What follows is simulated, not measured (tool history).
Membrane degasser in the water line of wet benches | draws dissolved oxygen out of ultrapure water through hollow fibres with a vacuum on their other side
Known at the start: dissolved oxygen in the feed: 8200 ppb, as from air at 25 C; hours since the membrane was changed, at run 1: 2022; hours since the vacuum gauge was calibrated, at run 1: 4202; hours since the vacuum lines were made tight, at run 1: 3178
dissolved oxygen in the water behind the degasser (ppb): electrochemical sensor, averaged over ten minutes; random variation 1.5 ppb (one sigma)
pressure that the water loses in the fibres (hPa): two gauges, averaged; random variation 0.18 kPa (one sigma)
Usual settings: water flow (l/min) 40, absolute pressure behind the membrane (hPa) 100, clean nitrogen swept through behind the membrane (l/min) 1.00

run,day,water flow (l/min),absolute pressure behind the membrane (hPa),clean nitrogen swept through behind the membrane (l/min),hours since the membrane was changed,hours since the vacuum gauge was calibrated,hours since the vacuum lines were made tight,dissolved oxygen in the water behind the degasser (ppb),pressure that the water loses in the fibres (hPa)
1,0.000,40,100,1.00,2022,4202,3178,547.0,330.8
2,4.588,40,100,1.00,2132,4312,3288,542.0,331.5
3,7.746,40,168,1.00,2207,4388,3364,1008.1,329.0
4,10.446,43,168,1.00,2272,4453,3429,1066.2,353.8
5,15.217,43,168,1.00,2387,4567,3543,1066.8,353.4
6,20.208,34,168,1.00,2507,4687,3663,888.0,280.7
7,23.729,34,168,1.00,2591,4772,3748,889.0,278.4
8,26.958,34,168,1.00,2668,4849,3825,884.8,283.9
9,31.604,40,100,0.99,2780,4961,3937,548.8,329.7
10,34.296,40,100,0.99,2845,5025,4001,548.7,331.1
11,39.238,40,100,0.99,2963,5144,4120,550.2,333.2
12,43.700,40,100,1.49,3070,5251,4227,402.3,333.7
13,48.288,53,164,0.96,3180,5361,4337,1251.2,437.3
14,53.112,29,76,2.86,3296,5477,4453,113.9,242.3
15,55.775,40,176,1.00,3360,5541,4517,1064.6,334.8
16,60.592,25,105,1.00,3476,5656,4632,393.0,210.1
17,64.433,25,105,1.00,3568,5748,4725,397.5,208.6
18,67.629,60,212,1.00,3645,5825,4801,1710.7,499.1
19,71.542,40,63,1.00,3739,5919,4895,275.2,335.3
20,74.892,40,175,2.63,3819,5999,4976,499.6,337.8
21,77.771,26,135,1.55,3888,6069,5045,388.1,218.0
22,80.542,55,130,2.89,3955,6135,5111,454.5,460.2

Forecast each of these 3 alternatives for the next run:
A,85.492,40,68,1.18,4073,6254,5230,?,?
B,85.492,40,182,1.26,4073,6254,5230,?,?
C,85.492,64,65,1.00,4073,6254,5230,?,?

run,dissolved oxygen in the water behind the degasser (ppb),pressure that the water loses in the fibres (hPa)
A,278.1,334.0
B,934.8,333.4
C,461.1,535.2
Without the tool's hidden state the same runs would have given:
run,dissolved oxygen in the water behind the degasser (ppb),pressure that the water loses in the fibres (hPa)
A,259.8,323.0
B,917.5,322.4
C,428.0,517.5
